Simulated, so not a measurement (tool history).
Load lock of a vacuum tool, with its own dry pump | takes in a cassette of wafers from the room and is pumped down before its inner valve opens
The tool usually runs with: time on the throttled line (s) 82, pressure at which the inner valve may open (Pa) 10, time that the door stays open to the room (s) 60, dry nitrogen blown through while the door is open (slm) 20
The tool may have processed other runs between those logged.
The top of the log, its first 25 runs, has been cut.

run	hour	time on the throttled line (s)	pressure at which the inner valve may open (Pa)	time that the door stays open to the room (s)	dry nitrogen blown through while the door is open (slm)	incoming humidity of the room's air, %	time from the closed door until the inner valve may open (s)	rise of the pressure with all valves shut (Pa/min)
26	12307.9	82	10	60	40	47.2	167.5	0.051
27	12744.9	42	16	60	20	44.1	128.2	0.058
28	13326.3	42	16	60	20	47.4	129.0	0.069
29	13717.5	82	8	28	20	41.6	168.6	0.055
30	14403.2	82	8	136	9	45.7	168.4	0.115
31	15030.1	97	14	136	9	42.9	173.9	0.121
32	15527.8	97	14	136	9	45.5	175.5	0.123
33	15940.4	124	15	41	19	43.9	192.3	0.080
34	16341.0	82	19	60	7	46.2	160.3	0.112
35	17006.2	82	10	38	27	45.4	168.4	0.088
36	17547.6	61	14	59	27	39.2	146.1	0.096

Below are 4 alternative next runs, each starting from the tool's condition after run 36. Predict each:
A	18017.5	60	10	26	20	44.0	?	?
B	18017.5	66	16	59	4	45.4	?	?
C	18017.5	79	14	115	27	45.5	?	?
D	18017.5	45	11	60	26	46.1	?	?

run	time from the closed door until the inner valve may open (s)	rise of the pressure with all valves shut (Pa/min)
A	152.0	0.100
B	151.1	0.136
C	161.4	0.113
D	138.0	0.106
What these runs would have given with no unlogged condition in the tool:
run	time from the closed door until the inner valve may open (s)	rise of the pressure with all valves shut (Pa/min)
A	148.4	0.015
B	147.8	0.052
C	158.1	0.028
D	134.3	0.021
